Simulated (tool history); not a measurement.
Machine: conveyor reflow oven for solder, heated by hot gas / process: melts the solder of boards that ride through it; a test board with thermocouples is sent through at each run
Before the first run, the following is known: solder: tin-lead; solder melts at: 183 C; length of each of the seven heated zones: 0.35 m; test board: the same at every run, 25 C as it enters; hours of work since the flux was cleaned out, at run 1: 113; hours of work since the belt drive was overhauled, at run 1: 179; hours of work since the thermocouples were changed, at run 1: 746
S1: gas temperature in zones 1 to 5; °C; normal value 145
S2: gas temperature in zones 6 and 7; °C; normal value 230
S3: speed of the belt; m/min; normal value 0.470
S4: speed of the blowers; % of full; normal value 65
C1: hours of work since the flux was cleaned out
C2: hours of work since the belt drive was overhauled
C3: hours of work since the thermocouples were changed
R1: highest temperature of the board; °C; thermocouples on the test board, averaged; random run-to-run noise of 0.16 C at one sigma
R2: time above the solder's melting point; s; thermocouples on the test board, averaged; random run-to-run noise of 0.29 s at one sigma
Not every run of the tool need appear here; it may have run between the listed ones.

run,hour,S1,S2,S3,S4,C1,C2,C3,R1,R2
1,0.0,145,230,0.470,65,113,179,746,218.8,73.1
2,6.8,145,230,0.470,65,116,182,749,218.4,72.4
3,12.4,145,230,0.470,65,119,185,752,219.0,72.1
4,19.0,145,230,0.470,65,122,188,755,218.8,72.6
5,29.0,145,235,0.470,65,127,193,760,223.4,76.0
6,35.1,145,230,0.470,65,130,196,763,219.0,72.6
7,42.4,145,230,0.470,65,134,199,766,218.7,72.9
8,50.9,145,230,0.470,65,138,204,770,218.6,72.6
9,57.6,145,230,0.470,65,141,207,774,218.6,72.2
10,63.8,145,230,0.470,65,144,210,777,218.8,72.5
# hour 68.7: belt drive overhauled, speed set with a stopwatch
11,77.3,145,236,0.470,65,149,4,781,224.1,76.6
12,82.4,143,241,0.441,55,151,7,784,228.2,83.7

Run 13, settings as shown, results not yet in. Your forecast:
13,92.7,143,241,0.441,55,156,12,789,?,?

Run 13 produced R1 228.2 °C, R2 83.6 s.
If the tool had no hidden condition, the same run with the same run-to-run variation would have returned R1 227.2 °C, R2 82.4 s.
